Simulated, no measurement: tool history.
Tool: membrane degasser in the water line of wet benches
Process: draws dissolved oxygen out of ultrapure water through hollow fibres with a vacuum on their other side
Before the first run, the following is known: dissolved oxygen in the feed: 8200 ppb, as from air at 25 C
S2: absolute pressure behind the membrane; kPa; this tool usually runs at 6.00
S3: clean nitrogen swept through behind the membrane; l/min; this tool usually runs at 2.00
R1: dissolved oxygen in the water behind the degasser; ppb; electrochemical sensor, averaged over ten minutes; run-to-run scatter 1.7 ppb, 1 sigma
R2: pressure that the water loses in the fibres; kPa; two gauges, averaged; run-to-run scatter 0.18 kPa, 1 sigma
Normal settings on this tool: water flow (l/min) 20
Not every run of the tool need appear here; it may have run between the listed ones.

{"run": 1, "day": 0.0, "water flow (l/min)": 20, "S2": 6.0, "S3": 2.0, "R1": 182.6, "R2": 32.18}
{"run": 2, "day": 4.517, "water flow (l/min)": 20, "S2": 6.0, "S3": 1.73, "R1": 195.9, "R2": 32.35}
{"run": 3, "day": 10.608, "water flow (l/min)": 20, "S2": 6.0, "S3": 1.73, "R1": 196.9, "R2": 31.88}
{"run": 4, "day": 16.804, "water flow (l/min)": 20, "S2": 6.0, "S3": 2.0, "R1": 185.5, "R2": 32.0}
{"run": 5, "day": 19.7, "water flow (l/min)": 20, "S2": 3.92, "S3": 2.0, "R1": 134.8, "R2": 32.14}
{"run": 6, "day": 24.012, "water flow (l/min)": 20, "S2": 3.92, "S3": 2.0, "R1": 134.5, "R2": 32.23}
{"run": 7, "day": 28.979, "water flow (l/min)": 20, "S2": 6.0, "S3": 2.0, "R1": 186.1, "R2": 32.21}
{"run": 8, "day": 32.554, "water flow (l/min)": 20, "S2": 6.0, "S3": 2.0, "R1": 185.3, "R2": 32.16}
{"run": 9, "day": 35.567, "water flow (l/min)": 20, "S2": 6.0, "S3": 2.0, "R1": 187.4, "R2": 32.29}
{"run": 10, "day": 39.471, "water flow (l/min)": 20, "S2": 6.0, "S3": 2.0, "R1": 182.4, "R2": 32.42}
{"run": 11, "day": 45.029, "water flow (l/min)": 20, "S2": 6.0, "S3": 2.0, "R1": 187.2, "R2": 32.7}
{"run": 12, "day": 50.871, "water flow (l/min)": 20, "S2": 6.0, "S3": 2.0, "R1": 189.9, "R2": 32.44}
{"run": 13, "day": 57.325, "water flow (l/min)": 20, "S2": 6.0, "S3": 2.0, "R1": 185.4, "R2": 32.36}
{"run": 14, "day": 61.588, "water flow (l/min)": 20, "S2": 6.0, "S3": 2.0, "R1": 187.6, "R2": 32.2}
{"run": 15, "day": 65.3, "water flow (l/min)": 20, "S2": 6.0, "S3": 2.0, "R1": 187.5, "R2": 32.24}
{"run": 16, "day": 68.288, "water flow (l/min)": 20, "S2": 8.35, "S3": 2.0, "R1": 242.3, "R2": 32.6}
{"run": 17, "day": 73.271, "water flow (l/min)": 20, "S2": 7.36, "S3": 2.0, "R1": 217.7, "R2": 32.53}
{"run": 18, "day": 79.275, "water flow (l/min)": 20, "S2": 7.36, "S3": 2.0, "R1": 219.0, "R2": 32.55}
{"run": 19, "day": 85.075, "water flow (l/min)": 29, "S2": 7.36, "S3": 2.0, "R1": 422.2, "R2": 47.21}
{"run": 20, "day": 87.85, "water flow (l/min)": 17, "S2": 7.67, "S3": 1.61, "R1": 192.8, "R2": 27.49}
{"run": 21, "day": 91.954, "water flow (l/min)": 26, "S2": 14.49, "S3": 3.73, "R1": 408.7, "R2": 42.77}
{"run": 22, "day": 97.325, "water flow (l/min)": 18, "S2": 6.0, "S3": 1.64, "R1": 166.7, "R2": 29.2}
{"run": 23, "day": 102.796, "water flow (l/min)": 18, "S2": 6.0, "S3": 1.64, "R1": 164.8, "R2": 29.27}
{"run": 24, "day": 108.712, "water flow (l/min)": 18, "S2": 6.0, "S3": 1.64, "R1": 166.6, "R2": 29.13}
{"run": 25, "day": 113.975, "water flow (l/min)": 18, "S2": 6.0, "S3": 1.64, "R1": 167.6, "R2": 29.34}
{"run": 26, "day": 117.308, "water flow (l/min)": 27, "S2": 6.0, "S3": 2.0, "R1": 338.6, "R2": 44.22}
{"run": 27, "day": 122.521, "water flow (l/min)": 21, "S2": 6.02, "S3": 4.47, "R1": 173.1, "R2": 34.15}
{"run": 28, "day": 128.942, "water flow (l/min)": 28, "S2": 3.94, "S3": 4.09, "R1": 289.5, "R2": 45.51}
{"run": 29, "day": 132.579, "water flow (l/min)": 32, "S2": 3.91, "S3": 5.53, "R1": 365.9, "R2": 52.26}
{"run": 30, "day": 138.542, "water flow (l/min)": 20, "S2": 5.54, "S3": 2.0, "R1": 180.4, "R2": 32.72}
{"run": 31, "day": 145.096, "water flow (l/min)": 23, "S2": 5.48, "S3": 3.17, "R1": 222.2, "R2": 37.37}

Run by run, hidden condition taken away, random variation retained:
Hidden state present: membrane still open, %; true pressure behind the membrane over the reading, kPa; air that leaks in behind the membrane, l/min; drift of the gauge itself on oxygen_ppb, %; drift of the gauge itself on loss_of_pressure_kpa, %.
run=1 R1=170.0 R2=31.50
run=2 R1=182.3 R2=31.64
run=3 R1=182.8 R2=31.15
run=4 R1=171.4 R2=31.24
run=5 R1=120.8 R2=31.37
run=6 R1=120.2 R2=31.44
run=7 R1=170.9 R2=31.39
run=8 R1=169.9 R2=31.32
run=9 R1=171.6 R2=31.45
run=10 R1=166.7 R2=31.55
run=11 R1=170.6 R2=31.81
run=12 R1=172.7 R2=31.52
run=13 R1=168.1 R2=31.42
run=14 R1=169.7 R2=31.24
run=15 R1=169.3 R2=31.27
run=16 R1=223.6 R2=31.61
run=17 R1=198.8 R2=31.52
run=18 R1=199.5 R2=31.51
run=19 R1=386.9 R2=45.67
run=20 R1=176.6 R2=26.57
run=21 R1=379.2 R2=41.34
run=22 R1=148.6 R2=28.20
run=23 R1=146.5 R2=28.25
run=24 R1=147.7 R2=28.08
run=25 R1=148.3 R2=28.27
run=26 R1=302.0 R2=42.58
run=27 R1=150.3 R2=32.85
run=28 R1=251.6 R2=43.75
run=29 R1=321.1 R2=50.22
run=30 R1=156.2 R2=31.42
run=31 R1=191.6 R2=35.84

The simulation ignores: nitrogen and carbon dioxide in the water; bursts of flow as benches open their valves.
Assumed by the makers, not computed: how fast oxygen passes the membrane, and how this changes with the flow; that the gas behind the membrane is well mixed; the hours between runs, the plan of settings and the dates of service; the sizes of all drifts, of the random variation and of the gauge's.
